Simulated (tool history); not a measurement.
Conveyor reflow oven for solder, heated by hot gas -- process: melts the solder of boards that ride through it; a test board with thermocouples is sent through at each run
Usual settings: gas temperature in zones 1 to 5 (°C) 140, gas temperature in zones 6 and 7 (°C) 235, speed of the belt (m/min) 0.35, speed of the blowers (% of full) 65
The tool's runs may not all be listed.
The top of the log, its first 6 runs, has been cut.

run,day,gas temperature in zones 1 to 5 (°C),gas temperature in zones 6 and 7 (°C),speed of the belt (m/min),speed of the blowers (% of full),highest temperature of the board (°C),time above the solder's melting point (s)
7,1.904,140,235,0.35,65,216.2,77.3
8,2.133,140,235,0.35,65,216.4,77.1
9,2.362,140,235,0.35,65,216.8,77
10,2.771,140,235,0.35,65,216.2,77.3
11,3.217,140,235,0.35,65,216.7,76.9
# day 3.542: flux residue cleaned out of gas plates and filters
12,3.796,140,235,0.35,65,217.7,78.3
13,4.108,140,235,0.35,65,217.1,78.5
14,4.392,140,235,0.35,65,217.3,78.5
# day 4.846: belt drive overhauled, speed set with a stopwatch
15,5,140,235,0.35,65,217.2,79.3
16,5.438,140,235,0.35,65,217.3,78.9
17,5.871,140,235,0.35,60,215.6,77.3
18,6.108,151,235,0.35,88,223.3,91.4
19,6.496,151,235,0.35,70,220.1,87.9
20,6.812,140,249,0.35,70,230.2,90.8
21,7.062,140,247,0.35,68,228.8,88.9
# day 7.583: belt drive overhauled, speed set with a stopwatch, once more
22,7.692,139,247,0.308,68,232.1,102.7
23,8.129,139,247,0.308,68,231.6,102.6
24,8.442,150,244,0.35,76,228.2,92.3
25,8.65,150,244,0.35,76,228.4,93.2
26,8.896,150,244,0.35,76,228.7,93.1
27,9.221,145,235,0.35,74,219.4,82.6
28,9.571,145,235,0.35,62,216.1,79.4
29,9.771,140,223,0.35,72,207.2,66.6
30,10.071,140,223,0.35,72,207.7,66.4

Below are 3 alternative next runs, each starting from the tool's condition after run 30. Predict each:
A,10.388,140,239,0.29,72,?,?
B,10.388,127,231,0.325,65,?,?
C,10.388,128,224,0.332,65,?,?

run,highest temperature of the board (°C),time above the solder's melting point (s)
A,226.6,105.7
B,212.5,72.7
C,206.6,62.3
With the hidden condition removed and each run's random variation left untouched, the same runs would have given:
run,highest temperature of the board (°C),time above the solder's melting point (s)
A,228,106.9
B,213.9,74.7
C,208,64.6
